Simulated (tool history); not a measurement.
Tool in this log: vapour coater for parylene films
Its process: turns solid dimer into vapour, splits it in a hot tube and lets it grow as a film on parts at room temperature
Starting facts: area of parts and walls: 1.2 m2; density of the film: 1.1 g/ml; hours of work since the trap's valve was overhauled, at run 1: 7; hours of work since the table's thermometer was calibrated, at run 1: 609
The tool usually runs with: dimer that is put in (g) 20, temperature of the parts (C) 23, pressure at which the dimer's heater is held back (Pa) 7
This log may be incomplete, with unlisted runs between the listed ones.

run,day,dimer that is put in (g),temperature of the parts (C),pressure at which the dimer's heater is held back (Pa),hours of work since the trap's valve was overhauled,hours of work since the table's thermometer was calibrated,thickness of the film (nm)
1,0,20,23,7,7,609,9450
2,1.225,20,23,6.39,31,634,9450
3,2.812,20,23,6.39,63,665,9540
4,4.5,20,19,7,97,699,10430
5,5.588,20,19,7,118,721,10180
6,7.267,20,19,7,152,754,10350
7,8.692,20,23,7,181,783,9380
8,10.3,20,23,7,213,815,9470
9,11.729,20,23,5.23,241,844,9710
10,12.783,20,23,5.23,262,865,9620
11,14.038,20,23,5.23,287,890,9510
12,15.258,20,23,5.23,312,914,9570
13,16.792,20,23,5.32,342,945,9660
14,18.379,20,23,5.32,374,977,9490
15,19.35,20,23,7,394,996,9490
16,20.142,20,23,7,409,1012,9370
17,21.742,20,23,7,441,1044,9340
18,22.638,20,23,7,459,1062,9280
19,24.179,20,20,7,490,1093,10120
20,25.892,20,20,7,524,1127,9960
21,26.742,20,20,7,541,1144,10060
22,27.704,20,15,7,561,1163,11250
23,29.058,20,15,7,588,1190,11110
24,30.175,20,15,7,610,1213,11220
25,31.758,19,19,9.29,642,1244,9610
26,32.738,26,20,9.29,661,1264,12800
27,33.804,20,27,3.23,683,1285,9130
# day 34.762: trap's valve overhauled
28,35.088,20,27,3.23,7,1307,9270
29,36.008,20,27,3.23,25,1326,9210
30,37.158,20,22,5.44,48,1349,9750
31,38.475,20,33,6.66,74,1375,7670
32,39.821,20,17,7,101,1402,10800
33,41.162,33,18,3.78,128,1429,18300
34,42.475,33,18,3.78,154,1455,18280
35,43.425,9,17,2.5,173,1474,5290
36,44.858,9,17,2.5,202,1503,5300
37,46.671,8,17,2.6,238,1539,4620
38,47.579,8,19,2.12,256,1557,4530
# day 47.904: table's thermometer calibrated
39,49.217,21,31,7.26,288,26,8280
40,50.596,33,15,4.66,316,54,19160
41,51.738,33,15,6.8,339,77,18510
42,53.258,18,35,6.8,369,107,6500
43,54.346,9,25,3.7,391,129,4270
44,55.6,9,25,3.7,416,154,4210
45,56.717,17,23,6.46,438,176,8030
46,57.95,10,23,5.84,463,201,4800
47,58.883,22,26,4.76,482,220,10010
48,60.654,22,26,4.76,517,255,9950

What differs in the tool's unlogged condition from the final listed run ahead of each entry between runs to the first listed run following it?
Run 27 -> run 28: trap's valve overhauled (day 34.762)
  vapour lost through the trap's worn valve, %: 0.5 -> 0
Run 38 -> run 39: table's thermometer calibrated (day 47.904)
  true temperature of the parts over the reading, C: 0.05 -> 0
